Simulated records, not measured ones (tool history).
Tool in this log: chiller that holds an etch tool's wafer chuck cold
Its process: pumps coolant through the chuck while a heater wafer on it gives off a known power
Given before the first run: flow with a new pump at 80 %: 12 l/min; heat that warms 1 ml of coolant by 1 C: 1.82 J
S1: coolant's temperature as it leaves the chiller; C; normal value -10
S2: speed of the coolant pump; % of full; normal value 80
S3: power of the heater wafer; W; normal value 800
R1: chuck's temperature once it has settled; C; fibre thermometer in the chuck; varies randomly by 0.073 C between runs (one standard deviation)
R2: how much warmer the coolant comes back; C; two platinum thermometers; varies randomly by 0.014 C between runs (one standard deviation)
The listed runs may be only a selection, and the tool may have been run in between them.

| run | hour | S1 | S2 | S3 | R1 | R2 |
|---|---|---|---|---|---|---|
| 1 | 0 | -10 | 80 | 800 | -3.66 | 2.23 |
| 2 | 58.9 | -10 | 80 | 800 | -3.42 | 2.27 |
| 3 | 160.4 | -10 | 80 | 800 | -3.51 | 2.26 |
| 4 | 290.4 | -10 | 80 | 800 | -3.42 | 2.26 |
| 5 | 350.6 | -10 | 80 | 800 | -3.42 | 2.25 |
| 6 | 448.8 | -6 | 80 | 800 | 0.58 | 2.27 |
| 7 | 529.3 | -10 | 80 | 800 | -3.5 | 2.26 |
| 8 | 587.8 | -10 | 80 | 800 | -3.34 | 2.25 |
| 9 | 662.7 | -10 | 80 | 800 | -3.55 | 2.26 |
|  | 787.9 | chiller's thermometer calibrated |
| 10 | 798.6 | -10 | 80 | 800 | -3.39 | 2.26 |
| 11 | 913.8 | -10 | 80 | 800 | -3.19 | 2.25 |
| 12 | 978.8 | -10 | 64 | 800 | -2.38 | 2.82 |
| 13 | 1067.5 | -10 | 64 | 800 | -2.3 | 2.83 |
| 14 | 1181.9 | -10 | 64 | 800 | -2.43 | 2.83 |
| 15 | 1295.8 | -11 | 64 | 800 | -3.47 | 2.84 |
| 16 | 1379.1 | -11 | 64 | 1015 | -1.23 | 3.59 |
|  | 1501.6 | chiller's thermometer calibrated, once more |
| 17 | 1516 | -15 | 64 | 1155 | -4.57 | 4.09 |
| 18 | 1653.8 | -13 | 75 | 501 | -8.79 | 1.51 |
| 19 | 1725.2 | -19 | 66 | 474 | -14.8 | 1.64 |
| 20 | 1834.3 | -19 | 66 | 474 | -14.68 | 1.65 |
| 21 | 1966 | -19 | 76 | 761 | -12.61 | 2.28 |
| 22 | 2057.2 | -8 | 75 | 1083 | 1.08 | 3.27 |
| 23 | 2176.1 | -6 | 80 | 1083 | 2.84 | 3.09 |
| 24 | 2261 | -19 | 81 | 411 | -15.55 | 1.17 |
| 25 | 2358.8 | -19 | 81 | 411 | -15.63 | 1.17 |
| 26 | 2498.8 | -19 | 81 | 411 | -15.58 | 1.17 |
| 27 | 2619.1 | -16 | 75 | 925 | -7.93 | 2.82 |
| 28 | 2699.4 | -16 | 75 | 1035 | -7.05 | 3.16 |
| 29 | 2803.5 | -2 | 75 | 1035 | 6.81 | 3.17 |
|  | 2866.3 | coolant changed, channels flushed |
| 30 | 2927.2 | -2 | 75 | 1035 | 6.04 | 3.16 |
| 31 | 3029.2 | -2 | 75 | 1035 | 6.12 | 3.18 |

Subtracting, for every run, the result it would have given without the tool's unlogged condition from the measured result gives the following. The same run-to-run variation enters both numbers; the gauge's scatter may not:
Hidden conditions of the tool in this case: heat passed by the chuck's channels, % of clean ones'; flow at a given pump speed, % of a new pump's; coolant's true temperature over the reading, C; drift of the gauge itself on chuck_c, C; drift of the gauge itself on warmer_back_c, C.
| run | R1 | R2 |
|---|---|---|
| 1 | +0.65 | +0.04 |
| 2 | +0.67 | +0.04 |
| 3 | +0.68 | +0.05 |
| 4 | +0.71 | +0.04 |
| 5 | +0.72 | +0.05 |
| 6 | +0.74 | +0.05 |
| 7 | +0.75 | +0.05 |
| 8 | +0.76 | +0.05 |
| 9 | +0.77 | +0.05 |
| 10 | +0.97 | +0.06 |
| 11 | +1 | +0.06 |
| 12 | +1.06 | +0.08 |
| 13 | +1.08 | +0.08 |
| 14 | +1.11 | +0.08 |
| 15 | +1.13 | +0.08 |
| 16 | +1.32 | +0.11 |
| 17 | +1 | +0.13 |
| 18 | +0.42 | +0.05 |
| 19 | +0.44 | +0.06 |
| 20 | +0.45 | +0.06 |
| 21 | +0.7 | +0.08 |
| 22 | +1 | +0.12 |
| 23 | +1.01 | +0.12 |
| 24 | +0.41 | +0.04 |
| 25 | +0.42 | +0.04 |
| 26 | +0.44 | +0.05 |
| 27 | +0.99 | +0.12 |
| 28 | +1.12 | +0.14 |
| 29 | +1.14 | +0.14 |
| 30 | +0.32 | +0.15 |
| 31 | +0.34 | +0.14 |
